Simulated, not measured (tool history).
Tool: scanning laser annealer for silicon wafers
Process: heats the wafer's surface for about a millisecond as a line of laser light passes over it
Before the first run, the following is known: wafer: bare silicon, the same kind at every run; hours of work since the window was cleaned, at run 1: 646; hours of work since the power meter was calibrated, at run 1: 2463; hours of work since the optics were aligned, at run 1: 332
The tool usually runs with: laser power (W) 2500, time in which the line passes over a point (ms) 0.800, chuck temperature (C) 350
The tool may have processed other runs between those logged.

run,hour,laser power (W),time in which the line passes over a point (ms),chuck temperature (C),hours of work since the window was cleaned,hours of work since the power meter was calibrated,hours of work since the optics were aligned,highest temperature of the surface (C)
1,0.0,2500,0.800,350,646,2463,332,1068
# hour 95.4: window over the wafer cleaned
2,95.4,2500,0.669,350,0,2526,395,1006
3,175.0,2500,0.800,350,54,2581,449,1068
4,222.3,2500,0.800,313,86,2613,482,1029
5,300.2,2500,0.800,313,139,2666,535,1033
6,349.7,2500,0.800,313,173,2699,568,1030
7,400.5,2500,0.800,313,208,2734,603,1031
8,469.8,2502,0.800,350,255,2781,650,1066
9,520.8,2502,0.800,350,289,2816,685,1065
10,585.9,2502,0.800,350,334,2860,729,1066
11,643.1,2502,0.800,350,373,2899,768,1070
12,706.6,2245,0.800,370,416,2942,811,1000
13,767.5,2500,0.593,312,457,2984,853,925
14,820.1,2500,0.800,361,493,3019,888,1079
15,869.4,2377,0.733,339,527,3053,922,984
16,913.2,2377,0.773,339,556,3083,952,1002
17,959.7,2256,0.852,339,588,3114,983,994

Here are 3 independent what-if runs from the current tool condition. What would each one return?
A,1026.8,2591,0.979,350,634,3160,1029,?
B,1026.8,2256,0.852,359,634,3160,1029,?
C,1026.8,2368,0.800,342,634,3160,1029,?

run,highest temperature of the surface (C)
A,1179
B,1014
C,1016
Take away the tool's hidden state, keep each run's random variation, and the runs would have read:
run,highest temperature of the surface (C)
A,1181
B,1015
C,1017
